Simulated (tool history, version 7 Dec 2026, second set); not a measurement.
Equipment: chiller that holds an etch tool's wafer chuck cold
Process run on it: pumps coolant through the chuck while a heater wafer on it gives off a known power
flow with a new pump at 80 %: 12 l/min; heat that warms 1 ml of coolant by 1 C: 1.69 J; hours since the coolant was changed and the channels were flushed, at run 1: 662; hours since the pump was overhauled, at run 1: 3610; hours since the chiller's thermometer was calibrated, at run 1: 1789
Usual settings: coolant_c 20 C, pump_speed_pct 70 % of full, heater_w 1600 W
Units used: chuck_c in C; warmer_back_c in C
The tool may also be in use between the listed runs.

run,hour,coolant_c,pump_speed_pct,heater_w,hours since the coolant was changed and the channels were flushed,hours since the pump was overhauled,hours since the chiller's thermometer was calibrated,chuck_c,warmer_back_c
1,0,20,70,1600,662,3610,1789,35.8,5.56
2,99.5,20,70,1600,762,3709,1889,35.9,5.54
3,205,20,70,1600,867,3815,1994,35.6,5.56
4,254.1,20,70,1600,916,3864,2043,35.6,5.59
5,369.4,20,70,1600,1031,3979,2159,35.6,5.6
6,428.4,20,70,1600,1090,4038,2218,35.7,5.58
7,494.8,20,70,1600,1157,4105,2284,35.7,5.65
8,596.7,20,70,1600,1259,4207,2386,35.8,5.66
9,678,21,70,1600,1340,4288,2467,36.8,5.69
10,727,20,70,1669,1389,4337,2516,36.3,6.03
11,791.5,20,70,1669,1454,4402,2581,36.3,5.96
12,841,20,70,1600,1503,4451,2630,35.7,5.69
13,934.5,12,95,1094,1597,4545,2724,20.6,2.88

The next listed run, before its measurement:
14,1002.9,14,82,2153,1665,4613,2792,?,?

chuck_c: 32.8 C
warmer_back_c: 6.37 C
With no hidden state in the tool, this same run would have given chuck_c 32.8 C, warmer_back_c 6.1 C.
